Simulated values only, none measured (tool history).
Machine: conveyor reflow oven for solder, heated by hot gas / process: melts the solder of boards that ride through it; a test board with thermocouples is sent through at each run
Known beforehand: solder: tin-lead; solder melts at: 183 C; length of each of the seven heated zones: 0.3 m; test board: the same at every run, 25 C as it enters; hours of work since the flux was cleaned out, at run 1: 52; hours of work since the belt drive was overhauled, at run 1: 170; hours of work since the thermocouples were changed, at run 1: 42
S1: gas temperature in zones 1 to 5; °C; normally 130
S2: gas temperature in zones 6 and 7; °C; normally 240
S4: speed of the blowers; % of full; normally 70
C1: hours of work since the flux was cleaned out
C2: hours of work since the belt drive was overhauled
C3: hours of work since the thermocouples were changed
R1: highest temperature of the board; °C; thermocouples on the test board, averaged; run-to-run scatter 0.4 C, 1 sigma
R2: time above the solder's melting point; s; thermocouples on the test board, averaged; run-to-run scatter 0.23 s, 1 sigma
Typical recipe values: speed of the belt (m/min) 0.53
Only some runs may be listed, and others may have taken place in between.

Run 1, hour 0: usual settings; C1 52; C2 170; C3 42. Result: R1 225 °C, R2 54.7 s.
Run 2, hour 19.4: usual settings but S4 66 % of full; C1 61; C2 178; C3 51. Result: R1 223.9 °C, R2 53.8 s.
Run 3, hour 46: usual settings but S4 66 % of full; C1 73; C2 190; C3 63. Result: R1 224.2 °C, R2 53.4 s.
Run 4, hour 67.6: usual settings; C1 83; C2 200; C3 72. Result: R1 225.6 °C, R2 54.2 s.
Run 5, hour 85.9: usual settings; C1 91; C2 208; C3 81. Result: R1 225.2 °C, R2 54.5 s.
Run 6, hour 107.5: usual settings; C1 100; C2 218; C3 90. Result: R1 224.6 °C, R2 54 s.
Run 7, hour 126.5: usual settings; C1 109; C2 227; C3 99. Result: R1 225.2 °C, R2 54.2 s.
Run 8, hour 149.3: usual settings; C1 119; C2 237; C3 109. Result: R1 225.4 °C, R2 54.2 s.
Run 9, hour 165: usual settings; C1 126; C2 244; C3 116. Result: R1 225.4 °C, R2 54.3 s.
Run 10, hour 180.8: usual settings but speed of the belt (m/min) 0.55; C1 133; C2 251; C3 123. Result: R1 223.6 °C, R2 51.2 s.
Run 11, hour 206.4: usual settings; C1 145; C2 262; C3 135. Result: R1 224.2 °C, R2 53.8 s.
Run 12, hour 218.7: usual settings; C1 150; C2 268; C3 140. Result: R1 225.3 °C, R2 53.7 s.
Run 13, hour 236.8: usual settings; C1 158; C2 276; C3 148. Result: R1 224.9 °C, R2 54.3 s.
Run 14, hour 256: usual settings; C1 167; C2 285; C3 157. Result: R1 224.4 °C, R2 54.2 s.
Run 15, hour 277.3: usual settings but S2 236 °C; C1 177; C2 294; C3 166. Result: R1 220.5 °C, R2 51.5 s.
Run 16, hour 305: usual settings but S2 236 °C; C1 189; C2 307; C3 179. Result: R1 219.7 °C, R2 52.2 s.

Run 17 comes next. What will it give?
Run 17, hour 329.2: usual settings but S2 236 °C; C1 200; C2 317; C3 190. Result: R1 ?, R2 ?.

Run 17 yielded R1 221 °C, R2 52 s.
Take away the tool's hidden state, keep the run-to-run variation as it was, and the same run would have given R1 222.5 °C, R2 52.5 s.
